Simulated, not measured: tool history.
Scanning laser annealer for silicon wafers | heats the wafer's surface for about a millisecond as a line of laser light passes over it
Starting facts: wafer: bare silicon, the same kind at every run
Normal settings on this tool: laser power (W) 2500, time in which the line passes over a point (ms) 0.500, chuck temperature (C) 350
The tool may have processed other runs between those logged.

run   hour  laser power (W)  time in which the line passes over a point (ms)  chuck temperature (C)  highest temperature of the surface (C)
  1    0.0             2500                                            0.500                    350                                    1134
  2    4.0             2500                                            0.500                    341                                    1125
  3    7.9             2500                                            0.500                    330                                    1114
  4   14.4             2500                                            0.500                    338                                    1122
  5   18.4             2500                                            0.500                    338                                    1122
  6   24.0             2500                                            0.500                    350                                    1136
  7   31.1             2500                                            0.500                    375                                    1159
  8   39.0             2193                                            0.500                    350                                    1046
  9   45.9             2193                                            0.500                    350                                    1042
 10   53.1             2500                                            0.500                    350                                    1136
 11   57.3             2500                                            0.500                    350                                    1135
 12   62.0             2500                                            0.500                    350                                    1133
 13   71.3             2500                                            0.500                    350                                    1132
 14   76.3             2500                                            0.500                    350                                    1128
 15   82.2             2500                                            0.500                    350                                    1130
 16   90.8             2500                                            0.500                    350                                    1132
 17   95.5             2500                                            0.500                    350                                    1132
 18   99.4             2500                                            0.500                    341                                    1123
 19  107.0             2500                                            0.500                    341                                    1120
 20  113.6             2500                                            0.500                    341                                    1121
 21  117.5             2500                                            0.500                    341                                    1127
 22  125.5             2611                                            0.500                    312                                    1128
 23  133.7             2611                                            0.603                    362                                    1268
 24  142.3             2514                                            0.573                    358                                    1204
 25  148.0             2514                                            0.573                    358                                    1204
 26  156.4             2207                                            0.427                    357                                     991
 27  161.6             2739                                            0.500                    342                                    1190
     165.1  -- laser's power meter calibrated
 28  169.5             2605                                            0.500                    350                                    1161
 29  178.6             2605                                            0.500                    350                                    1157
     185.0  -- laser's power meter calibrated, once more
 30  190.1             2548                                            0.395                    356                                    1048
 31  198.8             2500                                            0.474                    350                                    1108
 32  203.6             2420                                            0.500                    320                                    1080
 33  210.6             2129                                            0.412                    320                                     921
 34  215.1             2129                                            0.412                    320                                     921

Expected results for the next run?
 35  223.9             2129                                            0.412                    320                                       ?

{"run 35": {"highest temperature of the surface (C)": 918}}
With no hidden state in the tool, this same run would have given highest temperature of the surface (C) 929.
